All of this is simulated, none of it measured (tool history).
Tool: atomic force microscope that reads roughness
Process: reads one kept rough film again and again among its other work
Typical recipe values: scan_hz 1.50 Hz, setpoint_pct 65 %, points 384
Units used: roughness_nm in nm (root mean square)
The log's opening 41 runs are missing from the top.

| run | hour | scan_hz | setpoint_pct | points | roughness_nm |
|---|---|---|---|---|---|
| 42 | 293.5 | 0.52 | 65 | 1005 | 2.171 |
| 43 | 298.8 | 0.52 | 65 | 1005 | 2.148 |
| 44 | 307.6 | 2.39 | 77 | 259 | 1.905 |
| 45 | 313.6 | 0.91 | 58 | 433 | 2.054 |
|  | 316.1 | new tip fitted |
| 46 | 322.3 | 1.50 | 59 | 384 | 3.122 |
| 47 | 329.1 | 1.48 | 58 | 384 | 3.069 |
| 48 | 333.9 | 1.48 | 58 | 384 | 3.033 |
| 49 | 342.8 | 3.67 | 58 | 852 | 2.912 |
| 50 | 348.5 | 3.67 | 58 | 852 | 2.855 |
| 51 | 358.0 | 3.67 | 58 | 852 | 2.765 |
| 52 | 362.7 | 0.59 | 65 | 685 | 2.799 |
| 53 | 368.6 | 0.59 | 65 | 643 | 2.755 |

Each row is a separate what-if for the run after 53, all from the same tool condition, not one after another. Results?
| A | 373.5 | 3.47 | 57 | 504 | ? |
| B | 373.5 | 0.69 | 65 | 643 | ? |
| C | 373.5 | 0.59 | 60 | 851 | ? |

| run | roughness_nm |
|---|---|
| A | 2.628 |
| B | 2.708 |
| C | 2.704 |
With no hidden state in the tool, these same runs would have given:
| run | roughness_nm |
|---|---|
| A | 3.177 |
| B | 3.274 |
| C | 3.267 |

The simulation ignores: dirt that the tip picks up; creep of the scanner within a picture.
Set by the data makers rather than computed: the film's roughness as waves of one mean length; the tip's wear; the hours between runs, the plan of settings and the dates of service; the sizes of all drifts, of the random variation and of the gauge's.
